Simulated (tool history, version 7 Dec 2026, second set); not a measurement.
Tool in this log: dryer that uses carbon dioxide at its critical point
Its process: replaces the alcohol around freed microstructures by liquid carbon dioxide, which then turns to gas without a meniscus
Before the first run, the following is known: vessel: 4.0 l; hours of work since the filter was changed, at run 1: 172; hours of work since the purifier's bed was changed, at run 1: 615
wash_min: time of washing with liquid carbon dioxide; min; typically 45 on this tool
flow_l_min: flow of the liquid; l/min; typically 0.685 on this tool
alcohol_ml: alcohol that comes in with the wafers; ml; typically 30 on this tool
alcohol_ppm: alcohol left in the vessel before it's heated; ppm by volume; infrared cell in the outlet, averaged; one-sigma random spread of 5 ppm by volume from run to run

run	day	wash_min	flow_l_min	alcohol_ml	hours of work since the filter was changed	hours of work since the purifier's bed was changed	alcohol_ppm
1	0.000	45	0.685	30	172	615	157
2	1.425	27	0.685	30	182	625	299
3	3.421	27	0.685	30	197	640	310
4	4.542	31	0.685	30	205	648	242
# day 5.592: inlet filter changed
5	6.496	31	0.685	30	7	662	226
6	8.900	31	0.685	30	24	680	232
7	10.150	45	0.685	33	34	689	169
8	11.488	45	0.940	30	43	699	158
9	13.900	45	0.940	30	61	717	168
10	15.346	45	0.940	30	72	728	174
11	17.771	45	0.940	30	90	746	185
12	19.433	45	0.940	30	102	758	180
13	21.692	45	0.940	30	119	774	186
14	24.104	45	0.940	30	136	792	194
15	26.462	45	0.940	30	154	810	192
16	27.658	35	0.544	85	163	818	589
17	29.371	31	1.085	52	175	831	208
18	30.817	55	0.659	30	186	842	193
19	32.633	55	0.659	30	199	855	207
20	33.733	55	0.659	30	207	863	218

Forecast each of these 3 alternatives for the next run:
# day 34.429: inlet filter changed
A	36.188	59	0.463	66	13	881	?
# day 34.429: inlet filter changed
B	36.188	55	0.659	20	13	881	?
# day 34.429: inlet filter changed
C	36.188	40	0.924	30	13	881	?

run	alcohol_ppm
A	243
B	207
C	212
With the hidden condition removed and each run's random variation left untouched, the same runs would have given:
run	alcohol_ppm
A	41
B	9
C	11

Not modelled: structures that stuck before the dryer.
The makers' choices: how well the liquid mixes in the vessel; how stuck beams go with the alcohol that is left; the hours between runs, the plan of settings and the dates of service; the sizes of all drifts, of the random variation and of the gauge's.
